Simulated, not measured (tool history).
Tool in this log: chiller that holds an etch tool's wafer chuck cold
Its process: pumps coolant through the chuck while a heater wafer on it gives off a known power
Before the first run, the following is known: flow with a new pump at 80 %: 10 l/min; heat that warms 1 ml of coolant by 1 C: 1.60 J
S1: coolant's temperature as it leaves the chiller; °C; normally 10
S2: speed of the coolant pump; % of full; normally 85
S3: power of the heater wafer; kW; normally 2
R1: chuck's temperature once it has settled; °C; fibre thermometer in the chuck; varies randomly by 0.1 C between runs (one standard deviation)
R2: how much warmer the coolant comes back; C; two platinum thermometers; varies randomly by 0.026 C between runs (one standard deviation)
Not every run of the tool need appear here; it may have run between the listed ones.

{"run": 1, "hour": 0.0, "S1": 10, "S2": 85, "S3": 2, "R1": 28.1, "R2": 7.37}
{"run": 2, "hour": 114.6, "S1": 10, "S2": 85, "S3": 2, "R1": 28.4, "R2": 7.38}
{"run": 3, "hour": 222.1, "S1": 10, "S2": 85, "S3": 2, "R1": 28.4, "R2": 7.4}
{"run": 4, "hour": 323.5, "S1": 10, "S2": 85, "S3": 2, "R1": 28.1, "R2": 7.38}
{"run": 5, "hour": 426.2, "S1": 10, "S2": 85, "S3": 2, "R1": 28.4, "R2": 7.42}
{"run": 6, "hour": 487.6, "S1": 10, "S2": 85, "S3": 2, "R1": 28.4, "R2": 7.42}
{"run": 7, "hour": 586.4, "S1": 10, "S2": 85, "S3": 2, "R1": 28.4, "R2": 7.38}
{"run": 8, "hour": 655.3, "S1": 10, "S2": 85, "S3": 2, "R1": 28.7, "R2": 7.44}
{"run": 9, "hour": 707.9, "S1": 8, "S2": 85, "S3": 2, "R1": 26.7, "R2": 7.38}
{"run": 10, "hour": 785.1, "S1": 10, "S2": 85, "S3": 1.049, "R1": 19.4, "R2": 3.9}
{"run": 11, "hour": 896.3, "S1": 10, "S2": 85, "S3": 1.049, "R1": 19.3, "R2": 3.96}
{"run": 12, "hour": 975.3, "S1": 10, "S2": 85, "S3": 1.049, "R1": 19.5, "R2": 3.95}
{"hour": 1000.4, "done": "chiller's thermometer calibrated"}
{"run": 13, "hour": 1036.8, "S1": 10, "S2": 85, "S3": 1.049, "R1": 18.8, "R2": 3.93}
{"run": 14, "hour": 1102.2, "S1": 10, "S2": 85, "S3": 1.049, "R1": 19.1, "R2": 3.91}
{"run": 15, "hour": 1216.7, "S1": 10, "S2": 85, "S3": 2, "R1": 28.2, "R2": 7.46}
{"run": 16, "hour": 1279.4, "S1": 10, "S2": 85, "S3": 2, "R1": 28.2, "R2": 7.48}
{"run": 17, "hour": 1364.4, "S1": 10, "S2": 72, "S3": 2, "R1": 30.6, "R2": 8.76}
{"run": 18, "hour": 1472.4, "S1": 10, "S2": 72, "S3": 2, "R1": 30.4, "R2": 8.8}
{"run": 19, "hour": 1554.3, "S1": 17, "S2": 70, "S3": 2.172, "R1": 40, "R2": 9.79}
{"hour": 1587.0, "done": "chiller's thermometer calibrated, once more"}
{"run": 20, "hour": 1656.1, "S1": 17, "S2": 70, "S3": 2.172, "R1": 41.3, "R2": 9.84}
{"run": 21, "hour": 1728.2, "S1": 8, "S2": 61, "S3": 1.004, "R1": 20.2, "R2": 5.18}
{"run": 22, "hour": 1830.4, "S1": 10, "S2": 94, "S3": 2, "R1": 28.7, "R2": 6.77}
{"run": 23, "hour": 1932.6, "S1": 3, "S2": 85, "S3": 2, "R1": 23, "R2": 7.5}
{"run": 24, "hour": 1995.8, "S1": 1, "S2": 85, "S3": 1.353, "R1": 14.3, "R2": 5.08}
{"run": 25, "hour": 2054.0, "S1": 14, "S2": 96, "S3": 1.102, "R1": 24.3, "R2": 3.66}
{"run": 26, "hour": 2107.2, "S1": 8, "S2": 96, "S3": 2.942, "R1": 35.6, "R2": 9.84}
{"run": 27, "hour": 2209.1, "S1": 8, "S2": 96, "S3": 2.942, "R1": 35.5, "R2": 9.88}
{"run": 28, "hour": 2297.7, "S1": 9, "S2": 82, "S3": 1.726, "R1": 26.7, "R2": 6.73}
{"run": 29, "hour": 2408.1, "S1": 10, "S2": 99, "S3": 2.067, "R1": 29, "R2": 6.72}
{"run": 30, "hour": 2486.6, "S1": 6, "S2": 86, "S3": 1.255, "R1": 18.4, "R2": 4.73}
{"hour": 2522.8, "done": "coolant pump overhauled"}
{"run": 31, "hour": 2559.3, "S1": 6, "S2": 86, "S3": 1.255, "R1": 18.1, "R2": 4.44}

Consider 4 possible next runs. They are alternatives, not a sequence: every one starts from the tool as it was left by run 31. What does each give?
{"run": "A", "hour": 2653.0, "S1": 17, "S2": 86, "S3": 2.356, "R1": "?", "R2": "?"}
{"run": "B", "hour": 2653.0, "S1": 10, "S2": 94, "S3": 2, "R1": "?", "R2": "?"}
{"run": "C", "hour": 2653.0, "S1": 10, "S2": 63, "S3": 2.697, "R1": "?", "R2": "?"}
{"run": "D", "hour": 2653.0, "S1": 6, "S2": 68, "S3": 1.255, "R1": "?", "R2": "?"}

run=A R1=40 R2=8.3
run=B R1=28.7 R2=6.44
run=C R1=41.9 R2=12.79
run=D R1=19.9 R2=5.52
Without the tool's unlogged condition, the same runs would have read:
run=A R1=38 R2=8.26
run=B R1=27.1 R2=6.41
run=C R1=39.2 R2=12.73
run=D R1=18.8 R2=5.5
